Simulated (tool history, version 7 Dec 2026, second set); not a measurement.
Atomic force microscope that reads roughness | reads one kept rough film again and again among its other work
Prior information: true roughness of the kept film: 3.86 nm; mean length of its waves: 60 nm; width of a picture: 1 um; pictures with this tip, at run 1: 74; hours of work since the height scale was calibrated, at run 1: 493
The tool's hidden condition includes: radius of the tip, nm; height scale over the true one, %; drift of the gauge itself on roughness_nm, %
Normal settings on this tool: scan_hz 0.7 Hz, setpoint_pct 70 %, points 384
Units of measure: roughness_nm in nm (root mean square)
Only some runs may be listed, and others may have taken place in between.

run	hour	scan_hz	setpoint_pct	points	pictures with this tip	hours of work since the height scale was calibrated	roughness_nm
1	0	0.7	70	384	74	493	3.649
2	13.1	0.7	70	384	106	504	3.648
3	26	1.946	70	384	138	514	3.553
# hour 28.6: new tip fitted
4	40	0.7	70	384	28	524	3.643
5	55.3	0.7	70	384	65	537	3.6
6	71.8	0.7	70	454	106	550	3.62
# hour 87.5: new tip fitted
7	93.7	0.7	70	454	15	567	3.626
8	108.2	0.7	70	454	50	578	3.645
9	122.3	0.7	70	454	85	589	3.616
10	135.8	0.7	68	279	118	600	3.621
# hour 146.3: new tip fitted
11	150.5	0.7	68	279	11	611	3.643
12	163	0.7	68	279	41	621	3.635
13	183.3	0.7	82	979	91	637	3.584
14	193.5	0.7	82	979	116	645	3.582
15	203.9	0.7	82	979	141	653	3.581
# hour 206.4: new tip fitted
16	218.5	0.641	63	384	30	665	3.657
17	243.8	0.641	63	384	92	684	3.655

Take each entry between the runs: how does the hidden state at the last listed run before it differ from the hidden state at the first listed run after it?
Runs 3 to 4: new tip fitted (hour 28.6)
  radius of the tip, nm: 10.7 -> 10.1
Runs 6 to 7: new tip fitted (hour 87.5)
  radius of the tip, nm: 10.6 -> 10.1
Runs 10 to 11: new tip fitted (hour 146.3)
  radius of the tip, nm: 10.6 -> 10.1
Runs 15 to 16: new tip fitted (hour 206.4)
  radius of the tip, nm: 10.8 -> 10.2
